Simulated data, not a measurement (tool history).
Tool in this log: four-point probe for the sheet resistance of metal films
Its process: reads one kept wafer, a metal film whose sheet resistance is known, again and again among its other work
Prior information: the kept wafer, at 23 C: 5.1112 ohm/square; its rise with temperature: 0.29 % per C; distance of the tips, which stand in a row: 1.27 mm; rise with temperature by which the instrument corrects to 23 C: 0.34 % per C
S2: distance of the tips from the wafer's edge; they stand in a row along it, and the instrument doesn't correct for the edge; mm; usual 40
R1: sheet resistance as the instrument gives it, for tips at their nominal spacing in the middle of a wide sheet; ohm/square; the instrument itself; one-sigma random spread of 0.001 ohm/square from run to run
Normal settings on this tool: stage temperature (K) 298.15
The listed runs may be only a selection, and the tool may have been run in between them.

Run 1, day 0.000: usual settings. Result: R1 5.125265 ohm/square.
Run 2, day 3.946: usual settings. Result: R1 5.128224 ohm/square.
Run 3, day 7.050: usual settings. Result: R1 5.129675 ohm/square.
Run 4, day 10.708: usual settings. Result: R1 5.126902 ohm/square.
Run 5, day 12.654: usual settings. Result: R1 5.128896 ohm/square.
Run 6, day 14.421: usual settings. Result: R1 5.128599 ohm/square.
Run 7, day 16.167: usual settings but S2 36 mm. Result: R1 5.129531 ohm/square.
At day 16.504: stage's thermometer calibrated.
Run 8, day 19.108: usual settings. Result: R1 5.131848 ohm/square.
Run 9, day 20.967: usual settings. Result: R1 5.130106 ohm/square.
Run 10, day 25.142: usual settings but stage temperature (K) 295.15. Result: R1 5.140966 ohm/square.
Run 11, day 28.092: usual settings but stage temperature (K) 295.15. Result: R1 5.139744 ohm/square.
Run 12, day 31.792: usual settings but stage temperature (K) 292.15, S2 12 mm. Result: R1 5.176460 ohm/square.
Run 13, day 35.179: usual settings but S2 12 mm. Result: R1 5.161675 ohm/square.
Run 14, day 38.404: usual settings but stage temperature (K) 293.15. Result: R1 5.146478 ohm/square.
At day 40.029: stage's thermometer calibrated, once more.
Run 15, day 41.621: usual settings but stage temperature (K) 304.15. Result: R1 5.109204 ohm/square.
Run 16, day 44.629: usual settings but stage temperature (K) 303.15, S2 50 mm. Result: R1 5.111887 ohm/square.
Run 17, day 47.342: usual settings but stage temperature (K) 302.15, S2 24 mm. Result: R1 5.118836 ohm/square.
Run 18, day 51.496: usual settings but stage temperature (K) 302.15, S2 64 mm. Result: R1 5.113464 ohm/square.
Run 19, day 54.429: usual settings but stage temperature (K) 302.15, S2 64 mm. Result: R1 5.111249 ohm/square.
Run 20, day 56.954: usual settings but stage temperature (K) 300.15, S2 23 mm. Result: R1 5.127490 ohm/square.
Run 21, day 60.088: usual settings but stage temperature (K) 301.15, S2 4 mm. Result: R1 5.378768 ohm/square.

A few steps of R1 between consecutive runs. Split each: what settings, incoming material and random variation would produce without the hidden state, and what is left over for the hidden state, along with gauge scatter present in only one of the two compared results (measured, and without hidden state):
Unlogged tool condition in this case: inner tips' distance over the nominal, %; tips' flats over new ones', %; wafer's true temperature over the reading, C; drift of the gauge itself on sheet_ohm, %.
Run 7 -> 8: S2 36 -> 40, stage's thermometer calibrated. R1 +0.002317 ohm/square: hidden state +0.002557, all else -0.000240.
Run 14 -> 15: stage temperature (K) 293.15 -> 304.15, stage's thermometer calibrated, once more. R1 -0.037274 ohm/square: hidden state -0.009712, all else -0.027562.
Run 20 -> 21: stage temperature (K) 300.15 -> 301.15, S2 23 -> 4. R1 +0.251278 ohm/square: hidden state +0.001027, all else +0.250251.
